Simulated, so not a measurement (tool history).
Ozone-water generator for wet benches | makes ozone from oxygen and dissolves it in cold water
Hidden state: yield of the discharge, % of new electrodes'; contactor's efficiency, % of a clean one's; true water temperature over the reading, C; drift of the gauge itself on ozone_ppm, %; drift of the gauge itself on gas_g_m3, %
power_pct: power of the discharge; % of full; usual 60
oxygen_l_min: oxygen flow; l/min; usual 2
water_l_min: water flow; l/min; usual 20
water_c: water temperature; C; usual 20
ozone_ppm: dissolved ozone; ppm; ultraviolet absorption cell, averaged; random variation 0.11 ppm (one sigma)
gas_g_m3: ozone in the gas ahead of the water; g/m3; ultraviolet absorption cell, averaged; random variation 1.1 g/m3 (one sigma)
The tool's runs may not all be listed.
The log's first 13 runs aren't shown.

run    hour  power_pct  oxygen_l_min  water_l_min  water_c  hours of work since the electrodes were changed  hours of work since the contactor was cleaned  hours of work since the thermometer was calibrated  ozone_ppm  gas_g_m3
 14   469.1         60             2           20       20                                              636                                           6553                                                2577        9.1     195.5
 15   511.6         60             2           13       20                                              675                                           6593                                                2617       14.9     192.8
 16   572.2         60          1.28           20       20                                              731                                           6649                                                2673        7.9     240.8
 17   617.4         60             2           20       20                                              773                                           6691                                                2715        9.4     194.4
      645.9  -- water thermometer calibrated
 18   672.1         60             2           20       20                                              824                                           6741                                                  24        9.1     194.8
 19   714.2         90          3.32           20       20                                              863                                           6780                                                  63       13.4       202
 20   741.2         60             2           14       19                                              888                                           6805                                                  89       13.8     194.3
 21   793.3         54             2           21       19                                              936                                           6854                                                 137          8     180.6
 22   841.3         40             2           21       19                                              981                                           6898                                                 181        6.8     146.9
 23   883.5         40             2           21       19                                             1020                                           6938                                                 221        6.6     147.7
 24   921.3         41          2.39           24       20                                             1055                                           6973                                                 256        6.1     137.4
 25     968         61          2.92           20       14                                             1099                                           7016                                                 299       10.8     165.3
 26  1020.1         51          2.46           22       17                                             1147                                           7064                                                 348        8.2     157.2
 27  1080.5         51          2.46           22       17                                             1203                                           7120                                                 404        8.2     155.2
 28  1120.9         51          2.46           22       17                                             1241                                           7158                                                 441          8     155.9
 29  1184.7         50          2.47           22       19                                             1300                                           7217                                                 500        7.8     153.8
 30  1227.7         74          2.57           28       14                                             1340                                           7257                                                 540          8     196.6
 31  1271.6         97          1.53           28       14                                             1381                                           7298                                                 581        7.8     302.5
 32  1306.6         97          1.89           19       22                                             1413                                           7331                                                 614       13.3     273.3
 33  1346.3         62          1.89           19       22                                             1450                                           7367                                                 650        9.7       201

Forecast each of these 3 alternatives for the next run:
  A  1401.5         43             2           25       20                                             1501                                           7419                                                 702          ?         ?
  B  1401.5         68          1.89           23       22                                             1501                                           7419                                                 702          ?         ?
  C  1401.5         60          1.77           20       15                                             1501                                           7419                                                 702          ?         ?

run  ozone_ppm  gas_g_m3
  A        5.8     152.8
  B          8     214.7
  C        8.9     204.6
Without the tool's hidden state the same runs would have given:
run  ozone_ppm  gas_g_m3
  A        5.9     156.9
  B          8     220.4
  C        8.9     210.1
